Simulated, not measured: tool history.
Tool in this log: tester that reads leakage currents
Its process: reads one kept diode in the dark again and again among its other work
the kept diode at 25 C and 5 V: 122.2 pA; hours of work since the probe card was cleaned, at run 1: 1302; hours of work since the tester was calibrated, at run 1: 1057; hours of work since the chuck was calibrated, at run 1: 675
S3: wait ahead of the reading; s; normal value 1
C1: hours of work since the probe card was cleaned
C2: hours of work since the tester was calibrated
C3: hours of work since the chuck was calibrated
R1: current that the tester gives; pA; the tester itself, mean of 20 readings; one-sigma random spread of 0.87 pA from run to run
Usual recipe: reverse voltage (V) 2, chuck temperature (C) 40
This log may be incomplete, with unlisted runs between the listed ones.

Run 1, hour 0: usual settings; C1 1302; C2 1057; C3 675. Result: R1 305.1 pA.
Run 2, hour 89.4: usual settings; C1 1345; C2 1100; C3 718. Result: R1 305.47 pA.
Run 3, hour 153.7: usual settings but S3 0.87 s; C1 1376; C2 1131; C3 749. Result: R1 307.36 pA.
Run 4, hour 235.7: usual settings but S3 0.87 s; C1 1415; C2 1170; C3 788. Result: R1 308.12 pA.
Run 5, hour 287.8: usual settings but S3 0.87 s; C1 1441; C2 1196; C3 813. Result: R1 308.95 pA.
Run 6, hour 347.3: usual settings but chuck temperature (C) 30; C1 1469; C2 1224; C3 842. Result: R1 144.94 pA.
Run 7, hour 405: usual settings but chuck temperature (C) 30; C1 1497; C2 1252; C3 870. Result: R1 144.81 pA.
Run 8, hour 493.2: usual settings but S3 8.35 s; C1 1540; C2 1295; C3 913. Result: R1 312.41 pA.
Run 9, hour 548.5: usual settings but S3 8.35 s; C1 1566; C2 1321; C3 939. Result: R1 313.05 pA.
Run 10, hour 640.1: usual settings but S3 8.35 s; C1 1611; C2 1366; C3 983. Result: R1 311.81 pA.
Run 11, hour 695.9: usual settings but S3 8.35 s; C1 1637; C2 1392; C3 1010. Result: R1 311.58 pA.
Run 12, hour 787.3: usual settings but S3 8.35 s; C1 1682; C2 1437; C3 1054. Result: R1 314.12 pA.
Run 13, hour 850.2: usual settings but chuck temperature (C) 58, S3 8.35 s; C1 1712; C2 1467; C3 1085. Result: R1 1104.05 pA.
Run 14, hour 888.4: usual settings but chuck temperature (C) 58, S3 8.35 s; C1 1730; C2 1485; C3 1103. Result: R1 1107.99 pA.
Run 15, hour 929.3: usual settings but reverse voltage (V) 12.88, chuck temperature (C) 58, S3 8.35 s; C1 1750; C2 1505; C3 1123. Result: R1 2074.06 pA.
Run 16, hour 1015.5: usual settings but reverse voltage (V) 12.88, chuck temperature (C) 58, S3 2.09 s; C1 1792; C2 1547; C3 1164. Result: R1 2094.49 pA.
Run 17, hour 1099.1: usual settings but S3 6.25 s; C1 1832; C2 1587; C3 1205. Result: R1 318.33 pA.
At hour 1105: chuck's temperature calibrated.
Run 18, hour 1139.8: usual settings but chuck temperature (C) 30; C1 1851; C2 1606; C3 17. Result: R1 160.36 pA.
Run 19, hour 1222.7: usual settings but chuck temperature (C) 30; C1 1891; C2 1646; C3 57. Result: R1 160.56 pA.
Run 20, hour 1267.2: usual settings but reverse voltage (V) 10.39, chuck temperature (C) 32, S3 3.06 s; C1 1912; C2 1667; C3 78. Result: R1 329.05 pA.
Run 21, hour 1316: usual settings but reverse voltage (V) 10.39, chuck temperature (C) 32, S3 3.06 s; C1 1936; C2 1691; C3 102. Result: R1 331.81 pA.

The next listed run, before its measurement:
Run 22, hour 1400.3: usual settings but reverse voltage (V) 10.39, chuck temperature (C) 32, S3 1.77 s; C1 1976; C2 1731; C3 142. Result: R1 ?.

R1: 332.92 pA
If the tool had no hidden condition, the same run with the same run-to-run variation would have returned R1 276.23 pA.

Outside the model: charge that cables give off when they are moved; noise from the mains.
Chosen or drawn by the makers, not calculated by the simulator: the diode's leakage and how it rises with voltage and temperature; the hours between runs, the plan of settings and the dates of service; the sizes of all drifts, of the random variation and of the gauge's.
